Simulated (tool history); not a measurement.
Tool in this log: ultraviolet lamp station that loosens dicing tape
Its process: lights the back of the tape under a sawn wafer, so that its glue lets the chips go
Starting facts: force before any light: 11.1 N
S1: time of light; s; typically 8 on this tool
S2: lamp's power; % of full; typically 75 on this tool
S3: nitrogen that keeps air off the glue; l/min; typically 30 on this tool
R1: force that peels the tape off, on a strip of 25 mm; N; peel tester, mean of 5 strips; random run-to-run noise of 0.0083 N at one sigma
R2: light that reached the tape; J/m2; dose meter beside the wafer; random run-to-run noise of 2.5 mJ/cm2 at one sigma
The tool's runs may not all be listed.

| run | hour | S1 | S2 | S3 | R1 | R2 |
|---|---|---|---|---|---|---|
| 1 | 0.0 | 8 | 75 | 30 | 0.536 | 2450 |
| 2 | 60.8 | 8 | 75 | 30 | 0.537 | 2450 |
| 3 | 114.8 | 10 | 75 | 30 | 0.308 | 3020 |
| 4 | 159.1 | 10 | 75 | 30 | 0.314 | 3010 |
| 5 | 212.7 | 10 | 75 | 30 | 0.334 | 2960 |
| 6 | 237.9 | 10 | 75 | 30 | 0.335 | 2900 |
|  | 253.2 | window cleaned of glue's vapour |
| 7 | 287.5 | 8 | 69 | 30 | 0.475 | 2590 |
| 8 | 333.5 | 8 | 69 | 30 | 0.489 | 2580 |
| 9 | 385.1 | 8 | 75 | 30 | 0.390 | 2730 |
| 10 | 419.8 | 8 | 75 | 30 | 0.427 | 2800 |
| 11 | 462.5 | 8 | 75 | 25 | 0.466 | 2700 |
| 12 | 507.2 | 8 | 75 | 37 | 0.372 | 2720 |
| 13 | 543.3 | 8 | 72 | 30 | 0.474 | 2610 |
| 14 | 601.3 | 8 | 75 | 30 | 0.467 | 2650 |
| 15 | 631.1 | 5 | 75 | 30 | 1.386 | 1670 |
| 16 | 684.2 | 16 | 75 | 30 | 0.125 | 5200 |
| 17 | 731.7 | 16 | 75 | 30 | 0.134 | 5130 |
| 18 | 758.3 | 8 | 75 | 10 | 1.149 | 2540 |
| 19 | 811.5 | 13 | 75 | 30 | 0.171 | 4120 |
| 20 | 843.2 | 13 | 75 | 14 | 0.292 | 4070 |
| 21 | 891.9 | 8 | 75 | 30 | 0.542 | 2490 |
| 22 | 935.5 | 8 | 75 | 30 | 0.540 | 2440 |

Run 23, settings as shown, results not yet in. Your forecast:
| 23 | 980.3 | 8 | 79 | 10 | ? | ? |

R1: 1.187 N
R2: 2550 J/m2
If the tool had no hidden condition, the same run with the same run-to-run variation would have returned R1 0.748 N, R2 3130 J/m2.
